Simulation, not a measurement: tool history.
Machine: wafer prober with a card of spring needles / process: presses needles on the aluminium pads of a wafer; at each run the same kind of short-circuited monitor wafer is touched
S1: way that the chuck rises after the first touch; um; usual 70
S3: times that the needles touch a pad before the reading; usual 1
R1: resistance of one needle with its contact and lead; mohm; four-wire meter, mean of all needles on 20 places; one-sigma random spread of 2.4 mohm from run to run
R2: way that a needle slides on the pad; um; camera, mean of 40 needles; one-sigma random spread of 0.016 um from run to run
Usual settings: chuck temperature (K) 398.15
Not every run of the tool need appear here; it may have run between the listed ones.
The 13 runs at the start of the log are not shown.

run 14 day=4.621 | S1=70 chuck_temperature_(K)=398.15 S3=2 | R1=307 R2=17.80
-- day=4.817 tips cleaned on abrasive film
run 15 day=4.854 | S1=70 chuck_temperature_(K)=398.15 S3=1 | R1=298 R2=17.81
run 16 day=5.242 | S1=70 chuck_temperature_(K)=398.15 S3=1 | R1=314 R2=17.81
-- day=5.483 tips cleaned on abrasive film
run 17 day=5.625 | S1=79 chuck_temperature_(K)=332.15 S3=2 | R1=284 R2=20.08
run 18 day=6.021 | S1=66 chuck_temperature_(K)=398.15 S3=1 | R1=318 R2=16.78
-- day=6.150 tips cleaned on abrasive film
run 19 day=6.242 | S1=52 chuck_temperature_(K)=398.15 S3=1 | R1=316 R2=13.16
run 20 day=6.442 | S1=67 chuck_temperature_(K)=323.15 S3=1 | R1=299 R2=17.02
run 21 day=6.721 | S1=67 chuck_temperature_(K)=323.15 S3=1 | R1=301 R2=16.98
-- day=6.800 tips cleaned on abrasive film
run 22 day=6.938 | S1=58 chuck_temperature_(K)=333.15 S3=1 | R1=298 R2=14.69
run 23 day=7.242 | S1=68 chuck_temperature_(K)=302.15 S3=3 | R1=276 R2=17.22
-- day=7.454 tips cleaned on abrasive film
run 24 day=7.454 | S1=80 chuck_temperature_(K)=302.15 S3=3 | R1=266 R2=20.30
run 25 day=7.817 | S1=87 chuck_temperature_(K)=398.15 S3=3 | R1=296 R2=22.07
-- day=8.125 tips cleaned on abrasive film
run 26 day=8.275 | S1=87 chuck_temperature_(K)=376.15 S3=2 | R1=294 R2=22.05
run 27 day=8.688 | S1=70 chuck_temperature_(K)=398.15 S3=1 | R1=319 R2=17.73
-- day=8.783 tips cleaned on abrasive film
run 28 day=9.054 | S1=53 chuck_temperature_(K)=303.15 S3=3 | R1=280 R2=13.36
run 29 day=9.308 | S1=53 chuck_temperature_(K)=303.15 S3=2 | R1=297 R2=13.36
-- day=9.454 tips cleaned on abrasive film
run 30 day=9.592 | S1=53 chuck_temperature_(K)=303.15 S3=2 | R1=284 R2=13.35
run 31 day=9.929 | S1=53 chuck_temperature_(K)=303.15 S3=2 | R1=298 R2=13.34
-- day=10.129 tips cleaned on abrasive film
run 32 day=10.142 | S1=70 chuck_temperature_(K)=303.15 S3=2 | R1=270 R2=17.67

Consider 3 possible next runs. They are alternatives, not a sequence: every one starts from the tool as it was left by run 32. What does each give?
run A day=10.533 | S1=78 chuck_temperature_(K)=356.15 S3=2 | R1=? R2=?
run B day=10.533 | S1=74 chuck_temperature_(K)=309.15 S3=2 | R1=? R2=?
run C day=10.533 | S1=84 chuck_temperature_(K)=299.15 S3=2 | R1=? R2=?

run=A R1=292 R2=19.71
run=B R1=282 R2=18.67
run=C R1=276 R2=21.25
Had the tool no hidden state, the same runs would have come out as:
run=A R1=278 R2=19.93
run=B R1=266 R2=18.88
run=C R1=262 R2=21.46

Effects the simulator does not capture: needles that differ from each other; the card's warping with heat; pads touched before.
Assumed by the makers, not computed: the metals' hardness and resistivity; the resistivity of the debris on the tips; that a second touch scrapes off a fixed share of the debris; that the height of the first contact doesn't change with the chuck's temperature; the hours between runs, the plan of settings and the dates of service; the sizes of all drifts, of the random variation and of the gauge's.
